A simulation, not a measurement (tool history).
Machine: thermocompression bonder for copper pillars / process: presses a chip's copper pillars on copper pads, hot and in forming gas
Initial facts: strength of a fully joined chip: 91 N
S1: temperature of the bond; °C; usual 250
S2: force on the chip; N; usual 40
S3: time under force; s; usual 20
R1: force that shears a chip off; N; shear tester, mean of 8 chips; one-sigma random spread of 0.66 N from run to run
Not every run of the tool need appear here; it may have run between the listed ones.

{"run": 1, "hour": 0.0, "S1": 250, "S2": 40, "S3": 20, "R1": 46}
{"run": 2, "hour": 16.4, "S1": 250, "S2": 40, "S3": 20, "R1": 46.6}
{"run": 3, "hour": 35.9, "S1": 250, "S2": 40, "S3": 20, "R1": 46.3}
{"run": 4, "hour": 49.3, "S1": 250, "S2": 40, "S3": 20, "R1": 45.8}
{"run": 5, "hour": 60.2, "S1": 250, "S2": 40, "S3": 20, "R1": 45.9}
{"run": 6, "hour": 72.5, "S1": 250, "S2": 40, "S3": 14, "R1": 40.8}
{"run": 7, "hour": 88.3, "S1": 250, "S2": 40, "S3": 20, "R1": 46.4}
{"run": 8, "hour": 108.2, "S1": 250, "S2": 40, "S3": 20, "R1": 44.7}
{"run": 9, "hour": 128.0, "S1": 250, "S2": 40, "S3": 20, "R1": 44.4}
{"run": 10, "hour": 138.3, "S1": 250, "S2": 40, "S3": 20, "R1": 45}
{"run": 11, "hour": 156.9, "S1": 250, "S2": 40, "S3": 20, "R1": 44.7}
{"run": 12, "hour": 170.0, "S1": 250, "S2": 40, "S3": 20, "R1": 42.9}
{"run": 13, "hour": 182.2, "S1": 250, "S2": 40, "S3": 20, "R1": 43.5}
{"hour": 189.0, "done": "forming gas filter changed"}
{"run": 14, "hour": 193.1, "S1": 250, "S2": 40, "S3": 18, "R1": 47.1}
{"run": 15, "hour": 208.3, "S1": 250, "S2": 40, "S3": 18, "R1": 47.6}
{"run": 16, "hour": 230.4, "S1": 250, "S2": 40, "S3": 18, "R1": 47.4}
{"run": 17, "hour": 244.9, "S1": 250, "S2": 40, "S3": 20, "R1": 48.8}
{"run": 18, "hour": 260.5, "S1": 250, "S2": 40, "S3": 20, "R1": 47.9}
{"run": 19, "hour": 270.5, "S1": 250, "S2": 53, "S3": 20, "R1": 60.3}
{"hour": 274.0, "done": "heater calibrated with a thermocouple chip"}
{"run": 20, "hour": 288.5, "S1": 250, "S2": 53, "S3": 20, "R1": 60.1}
{"run": 21, "hour": 306.0, "S1": 229, "S2": 40, "S3": 20, "R1": 35.2}
{"run": 22, "hour": 324.8, "S1": 246, "S2": 28, "S3": 47, "R1": 47.9}
{"run": 23, "hour": 337.7, "S1": 251, "S2": 28, "S3": 17, "R1": 33.7}
{"run": 24, "hour": 351.0, "S1": 251, "S2": 28, "S3": 17, "R1": 34.9}
{"run": 25, "hour": 364.2, "S1": 245, "S2": 52, "S3": 19, "R1": 54}
{"hour": 374.7, "done": "heater calibrated with a thermocouple chip, once more"}
{"run": 26, "hour": 381.4, "S1": 279, "S2": 40, "S3": 58, "R1": 74.9}
{"run": 27, "hour": 400.5, "S1": 253, "S2": 51, "S3": 39, "R1": 60.9}
{"run": 28, "hour": 418.4, "S1": 253, "S2": 51, "S3": 39, "R1": 60.1}
{"run": 29, "hour": 437.8, "S1": 223, "S2": 33, "S3": 39, "R1": 25.9}
{"run": 30, "hour": 455.9, "S1": 234, "S2": 45, "S3": 14, "R1": 28.4}
{"run": 31, "hour": 477.7, "S1": 256, "S2": 33, "S3": 10, "R1": 27.4}
{"run": 32, "hour": 499.3, "S1": 256, "S2": 33, "S3": 10, "R1": 28}
{"run": 33, "hour": 513.7, "S1": 256, "S2": 33, "S3": 10, "R1": 27.8}
{"run": 34, "hour": 532.8, "S1": 250, "S2": 28, "S3": 21, "R1": 29.3}
{"run": 35, "hour": 551.4, "S1": 235, "S2": 40, "S3": 20, "R1": 31.4}
{"run": 36, "hour": 562.9, "S1": 235, "S2": 26, "S3": 15, "R1": 16.3}
{"run": 37, "hour": 575.5, "S1": 235, "S2": 26, "S3": 15, "R1": 16.8}
{"run": 38, "hour": 587.8, "S1": 235, "S2": 26, "S3": 15, "R1": 16.5}
{"hour": 593.4, "done": "forming gas filter changed"}
{"run": 39, "hour": 600.1, "S1": 235, "S2": 26, "S3": 15, "R1": 19.1}
{"run": 40, "hour": 620.2, "S1": 269, "S2": 29, "S3": 28, "R1": 49.1}
{"run": 41, "hour": 629.4, "S1": 269, "S2": 49, "S3": 35, "R1": 72.7}

3 ways to go on from here, each from the tool as it stands after run 41. What would each give?
{"run": "A", "hour": 647.2, "S1": 269, "S2": 57, "S3": 35, "R1": "?"}
{"run": "B", "hour": 647.2, "S1": 273, "S2": 28, "S3": 28, "R1": "?"}
{"run": "C", "hour": 647.2, "S1": 269, "S2": 38, "S3": 24, "R1": "?"}

run=A R1=78
run=B R1=51.1
run=C R1=56.6
With the hidden condition removed and each run's random variation left untouched, the same runs would have given:
run=A R1=78.9
run=B R1=51.5
run=C R1=57.1

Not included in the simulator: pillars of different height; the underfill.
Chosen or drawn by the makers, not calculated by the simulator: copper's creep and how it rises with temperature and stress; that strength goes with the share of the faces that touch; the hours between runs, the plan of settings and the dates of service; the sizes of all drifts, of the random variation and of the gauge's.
